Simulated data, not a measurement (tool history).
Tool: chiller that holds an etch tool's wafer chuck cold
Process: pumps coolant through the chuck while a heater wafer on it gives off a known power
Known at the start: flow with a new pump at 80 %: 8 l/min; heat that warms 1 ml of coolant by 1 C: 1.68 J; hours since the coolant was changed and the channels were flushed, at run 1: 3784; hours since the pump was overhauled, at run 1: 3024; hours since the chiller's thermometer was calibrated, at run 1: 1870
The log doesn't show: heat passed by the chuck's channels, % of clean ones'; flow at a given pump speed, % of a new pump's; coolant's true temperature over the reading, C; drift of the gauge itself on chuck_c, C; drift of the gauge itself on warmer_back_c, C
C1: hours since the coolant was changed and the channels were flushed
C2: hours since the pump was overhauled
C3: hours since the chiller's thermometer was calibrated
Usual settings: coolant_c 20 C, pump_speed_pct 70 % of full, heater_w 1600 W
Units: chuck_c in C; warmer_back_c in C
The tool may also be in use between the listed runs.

{"run": 1, "day": 0.0, "coolant_c": 20, "pump_speed_pct": 70, "heater_w": 1600, "C1": 3784, "C2": 3024, "C3": 1870, "chuck_c": 41.0, "warmer_back_c": 8.56}
{"run": 2, "day": 3.362, "coolant_c": 20, "pump_speed_pct": 70, "heater_w": 1600, "C1": 3864, "C2": 3105, "C3": 1951, "chuck_c": 41.1, "warmer_back_c": 8.54}
{"run": 3, "day": 8.238, "coolant_c": 20, "pump_speed_pct": 70, "heater_w": 1600, "C1": 3981, "C2": 3222, "C3": 2068, "chuck_c": 41.0, "warmer_back_c": 8.59}
{"run": 4, "day": 13.729, "coolant_c": 20, "pump_speed_pct": 70, "heater_w": 1600, "C1": 4113, "C2": 3354, "C3": 2199, "chuck_c": 41.2, "warmer_back_c": 8.6}
{"day": 15.933, "done": "chiller's thermometer calibrated"}
{"run": 5, "day": 17.588, "coolant_c": 20, "pump_speed_pct": 70, "heater_w": 1600, "C1": 4205, "C2": 3445, "C3": 40, "chuck_c": 41.3, "warmer_back_c": 8.6}
{"run": 6, "day": 23.104, "coolant_c": 20, "pump_speed_pct": 93, "heater_w": 1600, "C1": 4337, "C2": 3578, "C3": 172, "chuck_c": 37.5, "warmer_back_c": 6.41}
{"run": 7, "day": 28.579, "coolant_c": 18, "pump_speed_pct": 70, "heater_w": 1600, "C1": 4469, "C2": 3709, "C3": 304, "chuck_c": 39.5, "warmer_back_c": 8.67}
{"run": 8, "day": 31.6, "coolant_c": 18, "pump_speed_pct": 70, "heater_w": 1600, "C1": 4541, "C2": 3782, "C3": 376, "chuck_c": 39.6, "warmer_back_c": 8.71}
{"run": 9, "day": 34.717, "coolant_c": 18, "pump_speed_pct": 70, "heater_w": 1600, "C1": 4616, "C2": 3856, "C3": 451, "chuck_c": 39.7, "warmer_back_c": 8.68}
{"run": 10, "day": 37.488, "coolant_c": 18, "pump_speed_pct": 70, "heater_w": 1600, "C1": 4682, "C2": 3923, "C3": 517, "chuck_c": 39.7, "warmer_back_c": 8.65}
{"run": 11, "day": 42.488, "coolant_c": 15, "pump_speed_pct": 70, "heater_w": 1600, "C1": 4802, "C2": 4043, "C3": 637, "chuck_c": 36.7, "warmer_back_c": 8.65}
{"run": 12, "day": 45.504, "coolant_c": 15, "pump_speed_pct": 70, "heater_w": 1600, "C1": 4875, "C2": 4115, "C3": 710, "chuck_c": 36.9, "warmer_back_c": 8.68}
{"run": 13, "day": 49.062, "coolant_c": 20, "pump_speed_pct": 97, "heater_w": 1600, "C1": 4960, "C2": 4201, "C3": 795, "chuck_c": 37.4, "warmer_back_c": 6.28}
{"run": 14, "day": 53.783, "coolant_c": 20, "pump_speed_pct": 97, "heater_w": 1600, "C1": 5073, "C2": 4314, "C3": 908, "chuck_c": 37.4, "warmer_back_c": 6.24}
{"run": 15, "day": 56.675, "coolant_c": 20, "pump_speed_pct": 97, "heater_w": 1600, "C1": 5143, "C2": 4383, "C3": 978, "chuck_c": 37.3, "warmer_back_c": 6.24}
{"run": 16, "day": 60.208, "coolant_c": 20, "pump_speed_pct": 70, "heater_w": 1600, "C1": 5228, "C2": 4468, "C3": 1063, "chuck_c": 42.0, "warmer_back_c": 8.72}
{"run": 17, "day": 63.071, "coolant_c": 10, "pump_speed_pct": 70, "heater_w": 1732, "C1": 5296, "C2": 4537, "C3": 1131, "chuck_c": 34.1, "warmer_back_c": 9.45}
{"run": 18, "day": 66.862, "coolant_c": 10, "pump_speed_pct": 70, "heater_w": 1732, "C1": 5387, "C2": 4628, "C3": 1222, "chuck_c": 34.0, "warmer_back_c": 9.45}
{"run": 19, "day": 69.254, "coolant_c": 20, "pump_speed_pct": 96, "heater_w": 1600, "C1": 5445, "C2": 4685, "C3": 1280, "chuck_c": 37.6, "warmer_back_c": 6.4}
{"run": 20, "day": 72.529, "coolant_c": 11, "pump_speed_pct": 71, "heater_w": 1560, "C1": 5523, "C2": 4764, "C3": 1358, "chuck_c": 32.5, "warmer_back_c": 8.39}
{"run": 21, "day": 77.579, "coolant_c": 20, "pump_speed_pct": 63, "heater_w": 857, "C1": 5645, "C2": 4885, "C3": 1479, "chuck_c": 32.8, "warmer_back_c": 5.21}
{"run": 22, "day": 82.696, "coolant_c": 25, "pump_speed_pct": 86, "heater_w": 1237, "C1": 5767, "C2": 5008, "C3": 1602, "chuck_c": 39.9, "warmer_back_c": 5.47}
{"run": 23, "day": 85.512, "coolant_c": 25, "pump_speed_pct": 86, "heater_w": 1237, "C1": 5835, "C2": 5076, "C3": 1670, "chuck_c": 40.1, "warmer_back_c": 5.58}
{"run": 24, "day": 88.088, "coolant_c": 23, "pump_speed_pct": 80, "heater_w": 1170, "C1": 5897, "C2": 5137, "C3": 1732, "chuck_c": 38.0, "warmer_back_c": 5.66}
{"run": 25, "day": 92.021, "coolant_c": 14, "pump_speed_pct": 61, "heater_w": 1600, "C1": 5991, "C2": 5232, "C3": 1826, "chuck_c": 39.1, "warmer_back_c": 10.24}
{"run": 26, "day": 97.279, "coolant_c": 14, "pump_speed_pct": 61, "heater_w": 1600, "C1": 6117, "C2": 5358, "C3": 1952, "chuck_c": 39.2, "warmer_back_c": 10.19}
{"run": 27, "day": 99.529, "coolant_c": 14, "pump_speed_pct": 61, "heater_w": 1600, "C1": 6171, "C2": 5412, "C3": 2006, "chuck_c": 39.1, "warmer_back_c": 10.13}
{"run": 28, "day": 104.35, "coolant_c": 18, "pump_speed_pct": 84, "heater_w": 885, "C1": 6287, "C2": 5528, "C3": 2122, "chuck_c": 29.1, "warmer_back_c": 4.05}
{"run": 29, "day": 108.358, "coolant_c": 18, "pump_speed_pct": 84, "heater_w": 885, "C1": 6383, "C2": 5624, "C3": 2218, "chuck_c": 29.2, "warmer_back_c": 4.14}
{"day": 109.529, "done": "chiller's thermometer calibrated"}
{"run": 30, "day": 110.638, "coolant_c": 15, "pump_speed_pct": 70, "heater_w": 1683, "C1": 6437, "C2": 5678, "C3": 27, "chuck_c": 39.0, "warmer_back_c": 9.37}
{"run": 31, "day": 114.996, "coolant_c": 15, "pump_speed_pct": 70, "heater_w": 1683, "C1": 6542, "C2": 5782, "C3": 131, "chuck_c": 39.4, "warmer_back_c": 9.4}

3 ways to go on from here, each from the tool as it stands after run 31. What would each give?
{"run": "A", "day": 120.15, "coolant_c": 25, "pump_speed_pct": 71, "heater_w": 1390, "C1": 6665, "C2": 5906, "C3": 255, "chuck_c": "?", "warmer_back_c": "?"}
{"run": "B", "day": 120.15, "coolant_c": 27, "pump_speed_pct": 70, "heater_w": 1600, "C1": 6665, "C2": 5906, "C3": 255, "chuck_c": "?", "warmer_back_c": "?"}
{"run": "C", "day": 120.15, "coolant_c": 26, "pump_speed_pct": 73, "heater_w": 1563, "C1": 6665, "C2": 5906, "C3": 255, "chuck_c": "?", "warmer_back_c": "?"}

run=A chuck_c=45.0 warmer_back_c=7.57
run=B chuck_c=50.3 warmer_back_c=8.97
run=C chuck_c=48.1 warmer_back_c=8.37
Without the tool's hidden state the same runs would have given:
run=A chuck_c=41.2 warmer_back_c=6.96
run=B chuck_c=45.8 warmer_back_c=8.25
run=C chuck_c=43.8 warmer_back_c=7.70

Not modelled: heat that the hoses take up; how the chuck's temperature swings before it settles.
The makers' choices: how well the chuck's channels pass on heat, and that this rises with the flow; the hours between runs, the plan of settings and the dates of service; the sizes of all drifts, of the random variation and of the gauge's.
